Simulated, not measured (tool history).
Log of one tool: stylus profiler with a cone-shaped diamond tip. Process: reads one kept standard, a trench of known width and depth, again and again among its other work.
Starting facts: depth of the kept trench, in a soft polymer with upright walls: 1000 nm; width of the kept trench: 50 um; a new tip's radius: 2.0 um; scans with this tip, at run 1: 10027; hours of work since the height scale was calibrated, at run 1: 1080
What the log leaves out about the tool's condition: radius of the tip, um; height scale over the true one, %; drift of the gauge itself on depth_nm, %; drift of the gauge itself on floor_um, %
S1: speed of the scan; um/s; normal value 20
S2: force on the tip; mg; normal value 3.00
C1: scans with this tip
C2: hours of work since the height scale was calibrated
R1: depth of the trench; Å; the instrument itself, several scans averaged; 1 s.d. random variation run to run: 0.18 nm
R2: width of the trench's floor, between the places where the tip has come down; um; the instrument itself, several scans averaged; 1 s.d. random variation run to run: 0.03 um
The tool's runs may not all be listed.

run,day,S1,S2,C1,C2,R1,R2
1,0.000,20,3.00,10027,1080,10171.3,44.84
2,0.938,20,3.00,10142,1092,10176.8,44.83
3,2.704,20,6.74,10357,1115,10280.0,44.86
4,4.992,20,6.74,10636,1145,10283.9,44.80
5,5.917,20,6.74,10749,1157,10285.1,44.82
6,7.108,20,6.74,10895,1173,10284.7,44.81
7,9.204,20,6.74,11150,1200,10285.9,44.72
8,10.154,20,6.74,11266,1213,10285.4,44.74
9,11.938,20,6.74,11484,1236,10286.3,44.75
10,13.396,20,3.00,11661,1256,10174.2,44.71
11,14.892,20,3.00,11844,1275,10174.4,44.64
12,16.675,20,3.00,12061,1299,10175.6,44.63
13,17.800,20,3.00,12199,1313,10175.5,44.61
14,19.038,20,3.00,12350,1330,10174.7,44.57
15,20.746,20,3.00,12559,1352,10175.3,44.53
16,22.571,20,3.00,12781,1376,10179.5,44.54
17,23.817,20,3.00,12933,1392,10177.7,44.53
18,25.083,20,3.52,13088,1409,10193.9,44.46
19,26.367,20,3.52,13244,1426,10193.5,44.51
20,27.788,20,3.52,13417,1445,10194.1,44.52
# day 29.762: height scale calibrated on a step standard
21,29.783,6,3.00,13658,0,10158.9,44.48
22,31.288,6,3.00,13842,20,10161.2,44.52
23,32.525,20,3.00,13993,36,10161.2,44.41
24,33.454,51,3.00,14106,48,10158.5,44.22
25,34.546,14,1.07,14239,63,10086.2,44.28
26,35.912,14,1.07,14406,81,10083.2,44.33
27,37.500,14,1.07,14600,102,10083.7,44.29
28,38.725,10,1.44,14749,118,10100.6,44.38
# day 39.012: new tip fitted, height scale calibrated
29,40.154,10,1.44,139,15,10098.5,46.44
30,42.212,10,1.44,390,42,10094.4,46.32
31,44.175,10,1.44,630,68,10095.9,46.37
32,46.467,8,2.71,910,98,10147.5,46.24
33,48.342,8,2.71,1138,123,10147.1,46.32
34,49.979,8,2.71,1338,144,10145.1,46.18
35,51.154,57,7.62,1482,160,10290.0,46.05
36,52.179,6,2.42,1606,173,10135.2,46.19
37,53.912,46,3.00,1818,196,10155.6,45.92
38,55.754,43,2.32,2043,220,10133.0,45.82
39,57.038,24,3.30,2199,237,10168.9,45.95
40,58.471,21,8.26,2374,256,10311.8,46.00
41,60.592,10,3.33,2633,283,10169.5,45.94
42,61.654,8,7.93,2763,297,10300.3,46.01
43,63.033,73,8.14,2931,316,10302.9,45.73
44,65.046,8,3.27,3176,342,10167.0,45.92
45,66.629,10,1.22,3370,363,10090.7,45.88
46,68.833,64,1.22,3639,392,10091.2,45.35

Below, some changes in R1 between adjacent runs. For each, the amount present without the hidden state too (settings, incoming material, random variation) and the amount remaining for the hidden state with gauge scatter not shared by both compared results:
Run 2 -> 3: S2 3.00 -> 6.74. R1 +103.2 Å: hidden state +0.6, all else +102.6.
Run 20 -> 21: S1 20 -> 6, S2 3.52 -> 3.00, height scale calibrated on a step standard. R1 -35.2 Å: hidden state -19.4, all else -15.8.
Run 28 -> 29: new tip fitted, height scale calibrated. R1 -2.1 Å: hidden state -6.3, all else +4.2.
Run 34 -> 35: S1 8 -> 57, S2 2.71 -> 7.62. R1 +144.9 Å: hidden state +0.3, all else +144.6.
Run 35 -> 36: S1 57 -> 6, S2 7.62 -> 2.42. R1 -154.8 Å: hidden state +0.2, all else -155.0.
Run 39 -> 40: S1 24 -> 21, S2 3.30 -> 8.26. R1 +142.9 Å: hidden state +0.4, all else +142.5.
